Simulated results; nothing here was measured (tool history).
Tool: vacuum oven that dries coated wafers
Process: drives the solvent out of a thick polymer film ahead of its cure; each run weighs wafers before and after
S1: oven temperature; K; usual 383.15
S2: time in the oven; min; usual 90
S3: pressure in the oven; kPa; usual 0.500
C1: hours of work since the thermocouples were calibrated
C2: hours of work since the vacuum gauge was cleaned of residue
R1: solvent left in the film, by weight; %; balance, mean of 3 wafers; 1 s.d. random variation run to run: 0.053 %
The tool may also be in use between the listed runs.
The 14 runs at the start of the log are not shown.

Run 15, hour 654.9: usual settings but S3 0.457 kPa; C1 368; C2 1119. Result: R1 1.96 %.
Run 16, hour 713.4: usual settings but S3 0.457 kPa; C1 414; C2 1164. Result: R1 1.94 %.
Run 17, hour 770.8: usual settings but S3 0.457 kPa; C1 458; C2 1209. Result: R1 2.01 %.
Run 18, hour 830.3: usual settings but S3 0.457 kPa; C1 504; C2 1255. Result: R1 2.08 %.
Run 19, hour 861.4: usual settings but S1 373.15 K, S2 81 min; C1 528; C2 1279. Result: R1 4.26 %.
Run 20, hour 913.2: usual settings but S2 74 min, S3 1.148 kPa; C1 569; C2 1319. Result: R1 3.24 %.
Run 21, hour 949.3: usual settings but S2 74 min, S3 1.148 kPa; C1 597; C2 1347. Result: R1 3.31 %.
Run 22, hour 999.3: usual settings but S2 74 min, S3 1.148 kPa; C1 636; C2 1386. Result: R1 3.23 %.
Run 23, hour 1038.1: usual settings but S2 74 min, S3 1.148 kPa; C1 666; C2 1416. Result: R1 3.32 %.
Run 24, hour 1091.4: usual settings but S2 97 min, S3 1.148 kPa; C1 707; C2 1458. Result: R1 2.55 %.
Run 25, hour 1150.8: usual settings but S2 104 min, S3 0.370 kPa; C1 753; C2 1504. Result: R1 1.67 %.
Run 26, hour 1182.5: usual settings but S1 380.15 K, S2 70 min, S3 0.672 kPa; C1 778; C2 1528. Result: R1 3.59 %.
Run 27, hour 1210.3: usual settings but S1 371.15 K, S2 119 min, S3 1.298 kPa; C1 799; C2 1550. Result: R1 4.29 %.
At hour 1231.1: oven's thermocouples calibrated.
Run 28, hour 1243.8: usual settings but S2 133 min; C1 10; C2 1575. Result: R1 1.29 %.
Run 29, hour 1281.1: usual settings but S1 387.15 K, S2 47 min, S3 1.873 kPa; C1 39; C2 1603. Result: R1 4.27 %.
Run 30, hour 1337.7: usual settings but S1 373.15 K, S3 0.849 kPa; C1 83; C2 1647. Result: R1 4.02 %.
Run 31, hour 1371.4: usual settings but S1 374.15 K, S2 78 min, S3 0.757 kPa; C1 109; C2 1674. Result: R1 4.38 %.
Run 32, hour 1414.4: usual settings but S1 397.15 K, S2 138 min, S3 1.213 kPa; C1 142; C2 1707. Result: R1 0.99 %.
Run 33, hour 1463.7: usual settings but S1 397.15 K, S2 138 min, S3 1.213 kPa; C1 181; C2 1745. Result: R1 1.00 %.

Run 34 comes next. What will it give?
Run 34, hour 1496.3: usual settings but S1 369.15 K, S2 57 min, S3 0.371 kPa; C1 206; C2 1771. Result: R1 ?.

R1: 6.03 %
Minus the tool's unlogged condition, the same run would have read R1 5.55 %.
